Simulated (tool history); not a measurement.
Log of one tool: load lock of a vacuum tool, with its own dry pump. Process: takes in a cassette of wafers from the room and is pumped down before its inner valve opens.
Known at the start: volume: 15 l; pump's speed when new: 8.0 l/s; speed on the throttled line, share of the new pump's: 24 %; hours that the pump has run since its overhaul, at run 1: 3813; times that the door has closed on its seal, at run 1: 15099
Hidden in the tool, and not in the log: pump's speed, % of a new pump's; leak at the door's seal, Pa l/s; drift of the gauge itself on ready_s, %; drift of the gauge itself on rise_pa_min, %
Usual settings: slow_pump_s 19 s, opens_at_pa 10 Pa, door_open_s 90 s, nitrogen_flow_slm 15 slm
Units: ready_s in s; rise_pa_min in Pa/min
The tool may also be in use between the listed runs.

run	hour	slow_pump_s	opens_at_pa	door_open_s	nitrogen_flow_slm	hours that the pump has run since its overhaul	times that the door has closed on its seal	incoming humidity of the room's air, %	ready_s	rise_pa_min
1	0.0	19	10	90	15	3813	15099	45.9	32.3	0.149
2	92.4	19	10	91	15	3906	15542	42.3	32.1	0.139
3	186.1	19	10	91	15	3999	15991	42.9	32.4	0.145
4	263.3	19	10	91	15	4077	16362	43.9	32.3	0.142
5	316.4	19	10	91	15	4130	16617	43.2	32.4	0.154
6	401.6	37	10	90	15	4215	17025	46.0	46.0	0.153
7	474.1	37	10	90	15	4287	17373	46.2	46.1	0.155
8	553.0	37	10	90	15	4366	17752	50.2	46.0	0.162
9	637.2	37	10	90	15	4451	18156	42.1	46.1	0.143
10	721.3	27	12	49	4	4535	18559	48.7	38.2	0.153
11	775.2	19	10	100	15	4588	18817	42.7	32.2	0.162
12	888.0	22	10	90	16	4701	19358	49.3	34.6	0.165
13	951.3	19	16	90	16	4765	19662	41.6	31.6	0.165
14	1021.6	19	16	90	16	4835	19999	40.8	31.5	0.157

Measured less the same run without the tool's hidden state. The same run-to-run variation is in both; the gauge's scatter may not be:
run	ready_s	rise_pa_min
1	+0.4	+0.057
2	+0.4	+0.059
3	+0.4	+0.062
4	+0.4	+0.063
5	+0.5	+0.063
6	+0.3	+0.066
7	+0.4	+0.067
8	+0.3	+0.070
9	+0.4	+0.071
10	+0.4	+0.073
11	+0.5	+0.076
12	+0.5	+0.078
13	+0.4	+0.081
14	+0.5	+0.082

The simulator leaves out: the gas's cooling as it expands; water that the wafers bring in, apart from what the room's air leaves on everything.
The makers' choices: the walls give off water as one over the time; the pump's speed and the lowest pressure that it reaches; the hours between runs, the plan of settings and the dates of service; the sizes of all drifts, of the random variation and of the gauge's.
